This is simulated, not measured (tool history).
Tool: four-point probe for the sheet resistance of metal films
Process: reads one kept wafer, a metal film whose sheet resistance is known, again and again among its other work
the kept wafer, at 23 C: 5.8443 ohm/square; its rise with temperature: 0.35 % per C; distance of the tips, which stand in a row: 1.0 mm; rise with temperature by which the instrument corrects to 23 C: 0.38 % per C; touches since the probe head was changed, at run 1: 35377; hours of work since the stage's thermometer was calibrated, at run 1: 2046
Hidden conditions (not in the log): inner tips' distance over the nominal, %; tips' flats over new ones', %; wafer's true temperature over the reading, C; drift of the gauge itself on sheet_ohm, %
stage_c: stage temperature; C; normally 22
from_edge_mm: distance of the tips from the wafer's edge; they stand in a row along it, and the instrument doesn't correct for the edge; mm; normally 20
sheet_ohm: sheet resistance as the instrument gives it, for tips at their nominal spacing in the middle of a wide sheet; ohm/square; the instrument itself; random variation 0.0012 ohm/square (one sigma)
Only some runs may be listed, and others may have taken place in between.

| run | hour | stage_c | from_edge_mm | touches since the probe head was changed | hours of work since the stage's thermometer was calibrated | sheet_ohm |
|---|---|---|---|---|---|---|
| 1 | 0.0 | 22 | 20 | 35377 | 2046 | 5.920979 |
| 2 | 115.7 | 27 | 20 | 37509 | 2097 | 5.912915 |
| 3 | 170.4 | 22 | 20 | 38516 | 2122 | 5.923812 |
| 4 | 259.1 | 23 | 20 | 40151 | 2162 | 5.923665 |
| 5 | 367.7 | 22 | 20 | 42152 | 2210 | 5.929287 |
| 6 | 480.2 | 22 | 20 | 44224 | 2260 | 5.930417 |
| 7 | 552.3 | 22 | 20 | 45552 | 2293 | 5.932428 |
| 8 | 653.6 | 22 | 20 | 47419 | 2338 | 5.936116 |
| 9 | 710.1 | 22 | 20 | 48460 | 2363 | 5.933515 |
|  | 787.8 | stage's thermometer calibrated |
| 10 | 838.6 | 22 | 29 | 50819 | 23 | 5.939746 |
| 11 | 969.2 | 22 | 29 | 53224 | 81 | 5.944956 |
|  | 1015.9 | stage's thermometer calibrated, once more |
| 12 | 1091.8 | 22 | 29 | 55474 | 34 | 5.918683 |
| 13 | 1168.8 | 22 | 20 | 56893 | 68 | 5.927522 |
| 14 | 1241.1 | 22 | 20 | 58226 | 101 | 5.927743 |
| 15 | 1345.5 | 22 | 20 | 60149 | 147 | 5.929476 |
| 16 | 1412.4 | 22 | 20 | 61381 | 177 | 5.932138 |
| 17 | 1513.1 | 25 | 20 | 63237 | 222 | 5.931208 |
| 18 | 1641.5 | 25 | 20 | 65602 | 280 | 5.932970 |
| 19 | 1718.5 | 25 | 20 | 67022 | 314 | 5.936051 |
| 20 | 1776.5 | 25 | 20 | 68091 | 340 | 5.936992 |
| 21 | 1885.2 | 25 | 20 | 70092 | 388 | 5.940248 |
|  | 1994.2 | new probe head fitted |
| 22 | 2002.1 | 22 | 8 | 146 | 440 | 5.914043 |
| 23 | 2111.2 | 35 | 4 | 2155 | 489 | 6.043394 |
| 24 | 2172.1 | 35 | 4 | 3277 | 516 | 6.042064 |
| 25 | 2285.0 | 19 | 13 | 5358 | 567 | 5.893659 |
| 26 | 2361.4 | 22 | 6 | 6764 | 601 | 5.960480 |
| 27 | 2429.7 | 22 | 10 | 8023 | 631 | 5.907617 |
| 28 | 2513.4 | 20 | 61 | 9565 | 669 | 5.881083 |
| 29 | 2615.0 | 29 | 38 | 11438 | 714 | 5.873108 |

Estimate the outcome of run 30 from the log above:
| 30 | 2703.4 | 29 | 20 | 13066 | 754 | ? |

Run 30 gave sheet_ohm 5.879843 ohm/square.
Had the tool carried no hidden state, the very same run would have given sheet_ohm 5.842862 ohm/square.

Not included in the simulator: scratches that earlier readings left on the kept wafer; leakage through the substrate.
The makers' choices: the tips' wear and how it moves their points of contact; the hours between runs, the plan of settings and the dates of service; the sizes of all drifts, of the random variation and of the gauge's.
